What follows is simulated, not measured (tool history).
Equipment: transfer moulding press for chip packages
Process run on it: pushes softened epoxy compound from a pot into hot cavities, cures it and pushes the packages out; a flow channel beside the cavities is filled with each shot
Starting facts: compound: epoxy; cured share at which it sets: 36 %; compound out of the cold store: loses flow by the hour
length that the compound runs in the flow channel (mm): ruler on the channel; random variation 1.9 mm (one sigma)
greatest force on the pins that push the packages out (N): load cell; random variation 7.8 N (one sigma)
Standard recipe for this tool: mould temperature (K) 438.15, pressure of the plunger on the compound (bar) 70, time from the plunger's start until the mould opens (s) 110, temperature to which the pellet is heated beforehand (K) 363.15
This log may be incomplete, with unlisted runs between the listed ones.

run	day	mould temperature (K)	pressure of the plunger on the compound (bar)	time from the plunger's start until the mould opens (s)	temperature to which the pellet is heated beforehand (K)	incoming compound's hours out of the cold store	length that the compound runs in the flow channel (mm)	greatest force on the pins that push the packages out (N)
1	0	438.15	70	110	363.15	10.3	964	494
2	0.675	438.15	70	102	363.15	26.1	884	542
# day 1.079: cavities cleaned with cleaning compound and waxed
3	1.592	438.15	70	102	363.15	20.5	911	634
4	2.658	438.15	70	102	363.15	9.8	960	652
# day 3.088: cavities cleaned with cleaning compound and waxed, once more
5	3.767	438.15	70	102	363.15	44.4	800	424
6	4.262	438.15	70	102	363.15	8.4	962	506
7	4.971	438.15	70	102	363.15	18.5	914	538
8	5.438	438.15	70	110	366.15	26.6	876	499
# day 5.754: cavities cleaned with cleaning compound and waxed
9	6.025	438.15	86	110	366.15	19.6	1000	387
10	6.612	438.15	86	110	366.15	16.5	1016	439
11	7.612	434.15	70	110	363.15	8.6	983	622
# day 8.342: cavities cleaned with cleaning compound and waxed
12	8.479	434.15	70	110	363.15	33.1	866	420
# day 8.925: plunger's sealing rings changed
13	9.262	438.15	70	148	363.15	47.1	816	387
14	9.812	444.15	70	110	358.15	23.4	885	428
15	10.517	444.15	70	110	358.15	32.9	836	472
# day 11.042: cavities cleaned with cleaning compound and waxed
16	11.625	437.15	70	110	372.15	41.2	833	413
17	12.262	439.15	70	110	370.15	20.3	916	458
18	12.925	438.15	70	110	365.15	35.5	855	468
# day 13.692: cavities cleaned with cleaning compound and waxed
19	13.729	444.15	70	110	363.15	24.5	872	337
20	14.221	444.15	70	110	363.15	10	939	372
# day 14.838: mould's thermocouples calibrated
21	15.25	444.15	70	110	363.15	11.8	929	456

Measured result minus the same run's result without the hidden state. Both carry the same run-to-run variation, though not necessarily the same gauge scatter:
Unlogged tool condition in this case: true mould temperature over the reading, C; pressure that reaches the compound, % of what is set; grip of the stained cavities, % over clean ones'; drift of the gauge itself on flow_mm, %; drift of the gauge itself on push_out_n, %.
run	length that the compound runs in the flow channel (mm)	greatest force on the pins that push the packages out (N)
1	-17	+137
2	-18	+176
3	-20	+267
4	-23	+282
5	-21	+71
6	-26	+120
7	-26	+164
8	-26	+166
9	-32	+38
10	-33	+91
11	-34	+197
12	-32	+31
13	+0	+77
14	-1	+111
15	-3	+149
16	-4	+69
17	-5	+117
18	-6	+147
19	-8	+20
20	-10	+66
21	-13	+132
